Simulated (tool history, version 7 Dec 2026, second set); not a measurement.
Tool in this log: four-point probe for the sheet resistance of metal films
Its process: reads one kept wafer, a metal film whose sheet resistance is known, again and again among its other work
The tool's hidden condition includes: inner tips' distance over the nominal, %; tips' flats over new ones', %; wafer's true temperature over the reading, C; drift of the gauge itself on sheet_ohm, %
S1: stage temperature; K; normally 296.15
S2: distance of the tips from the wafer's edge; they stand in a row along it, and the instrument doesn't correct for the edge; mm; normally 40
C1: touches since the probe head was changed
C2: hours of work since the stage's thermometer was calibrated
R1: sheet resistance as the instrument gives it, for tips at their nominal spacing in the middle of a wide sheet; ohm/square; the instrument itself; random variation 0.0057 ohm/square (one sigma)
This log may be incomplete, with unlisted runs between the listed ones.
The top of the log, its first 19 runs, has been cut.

run,hour,S1,S2,C1,C2,R1
20,1630,294.15,58,138191,195,28.25323
21,1721.5,293.15,10,142360,261,28.278901
22,1773.1,293.15,5,144713,297,28.388924
23,1849.7,293.15,5,148208,352,28.400222
24,1934,292.15,3,152053,412,28.644567
25,1986.3,305.15,48,154434,450,28.341379
26,2060.5,305.15,48,157817,503,28.343873
27,2171.2,292.15,6,162865,582,28.335344

Run 28 comes next. What will it give?
28,2253.3,292.15,6,166611,640,?

{"run 28": {"R1": 28.333744}}
With the hidden condition absent and the run-to-run variation left alone, this run would have shown R1 28.332557 ohm/square.
